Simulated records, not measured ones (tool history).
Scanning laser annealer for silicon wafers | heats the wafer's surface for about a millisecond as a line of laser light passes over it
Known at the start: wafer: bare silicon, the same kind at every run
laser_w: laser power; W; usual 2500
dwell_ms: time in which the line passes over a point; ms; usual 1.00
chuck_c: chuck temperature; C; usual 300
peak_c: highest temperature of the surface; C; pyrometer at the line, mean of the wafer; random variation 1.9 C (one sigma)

run,hour,laser_w,dwell_ms,chuck_c,peak_c
1,0.0,2500,1.00,300,1100
2,18.6,2500,1.00,300,1100
3,42.7,2500,1.00,300,1099
4,73.3,2500,1.00,300,1099
5,95.5,2500,1.00,300,1098
6,114.6,2500,1.00,300,1095
7,146.7,2500,1.00,300,1094
8,172.5,2500,1.00,321,1115
9,205.5,2500,1.00,333,1125
# hour 209.9: window over the wafer cleaned
10,234.5,2500,0.75,312,995
11,256.7,2410,1.19,261,1091
12,293.0,2234,1.00,300,1005
13,327.7,2165,0.89,273,919
14,356.6,2182,1.03,273,971
15,372.9,2151,1.03,273,964

Forecast run 16:
16,404.3,2151,1.03,293,?

{"run 16": {"peak_c": 983}}
Without the tool's hidden state the same run would have given peak_c 1015 C.
